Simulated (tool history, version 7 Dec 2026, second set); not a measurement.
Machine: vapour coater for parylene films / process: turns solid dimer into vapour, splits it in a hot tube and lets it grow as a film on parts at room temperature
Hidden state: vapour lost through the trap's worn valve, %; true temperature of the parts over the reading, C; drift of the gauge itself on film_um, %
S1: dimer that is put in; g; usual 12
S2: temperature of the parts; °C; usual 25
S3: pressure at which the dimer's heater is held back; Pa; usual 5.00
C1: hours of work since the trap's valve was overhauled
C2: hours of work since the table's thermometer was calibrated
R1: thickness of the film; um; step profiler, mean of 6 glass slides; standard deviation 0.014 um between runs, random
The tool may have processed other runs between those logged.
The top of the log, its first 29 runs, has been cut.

run	hour	S1	S2	S3	C1	C2	R1
# hour 1697.9: trap's valve overhauled
30	1700.6	6	25	5.64	2	1230	1.13
31	1766.3	12	22	5.00	54	1282	2.51
32	1840.8	12	22	5.00	113	1341	2.50
33	1871.5	12	28	2.84	137	1365	2.35
34	1942.9	10	27	4.77	194	1422	1.80
35	1975.9	12	24	5.49	220	1448	2.32
36	2010.2	13	25	9.38	247	1475	2.16
37	2066.1	6	24	4.53	291	1519	1.18

Run 38 has not been measured yet. What should we expect?
38	2136.7	6	24	4.53	347	1575	?

Run 38 measured R1 1.20 um.
If the tool had no hidden condition, the same run with the same run-to-run variation would have returned R1 1.20 um.
